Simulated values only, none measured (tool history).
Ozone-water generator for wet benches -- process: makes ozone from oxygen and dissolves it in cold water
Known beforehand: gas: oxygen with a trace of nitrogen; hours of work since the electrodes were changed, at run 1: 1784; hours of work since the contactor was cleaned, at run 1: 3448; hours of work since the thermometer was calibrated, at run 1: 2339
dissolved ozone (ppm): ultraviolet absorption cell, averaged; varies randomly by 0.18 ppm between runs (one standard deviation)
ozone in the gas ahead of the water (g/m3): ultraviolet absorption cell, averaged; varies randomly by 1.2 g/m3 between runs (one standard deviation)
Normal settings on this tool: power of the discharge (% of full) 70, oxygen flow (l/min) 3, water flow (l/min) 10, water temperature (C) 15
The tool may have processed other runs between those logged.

run   hour  power of the discharge (% of full)  oxygen flow (l/min)  water flow (l/min)  water temperature (C)  hours of work since the electrodes were changed  hours of work since the contactor was cleaned  hours of work since the thermometer was calibrated  dissolved ozone (ppm)  ozone in the gas ahead of the water (g/m3)
  1      0                                  70                    3                  10                     15                                             1784                                           3448                                                2339                   21.7                                         200
  2   29.1                                  70                  2.7                  10                     15                                             1812                                           3477                                                2367                   21.2                                         209
  3     54                                  70                  2.7                  10                     15                                             1837                                           3501                                                2391                     21                                       208.4
  4  100.2                                  70                  2.7                  10                     15                                             1882                                           3546                                                2436                     21                                       208.4
  5  151.6                                  70                    3                  10                     15                                             1931                                           3596                                                2486                   21.3                                         199
  6  176.1                                  70                    3                  10                     15                                             1955                                           3619                                                2510                   21.2                                       199.4
  7  227.8                                  88                    3                  10                     15                                             2006                                           3670                                                2560                   25.1                                       234.2
  8  262.1                                  46                    3                   7                     15                                             2039                                           3703                                                2594                     20                                       144.9
  9  292.6                                  84                    3                   7                     10                                             2068                                           3733                                                2623                     34                                       228.3
 10  334.9                                  84                    3                   7                     10                                             2110                                           3774                                                2664                   33.9                                       228.6
 11  393.5                                  70                    3                  14                     15                                             2167                                           3831                                                2721                     16                                       199.6
 12  434.5                                  70                    3                  14                     15                                             2206                                           3871                                                2761                   16.1                                       198.5
 13  464.2                                  70                    3                  14                     15                                             2235                                           3899                                                2790                   15.9                                         200

Here are 3 independent what-if runs from the current tool condition. What would each one return?
  A  491.3                                  70                 4.18                  15                     22                                             2262                                           3926                                                2816                      ?                                           ?
  B  491.3                                 100                    3                  10                      8                                             2262                                           3926                                                2816                      ?                                           ?
  C  491.3                                  70                    3                   7                     11                                             2262                                           3926                                                2816                      ?                                           ?

run  dissolved ozone (ppm)  ozone in the gas ahead of the water (g/m3)
  A                   14.2                                       172.2
  B                   29.9                                         257
  C                   29.1                                       197.6
With no hidden state in the tool, these same runs would have given:
run  dissolved ozone (ppm)  ozone in the gas ahead of the water (g/m3)
  A                   16.7                                       182.9
  B                   35.4                                       277.4
  C                   33.6                                       209.9
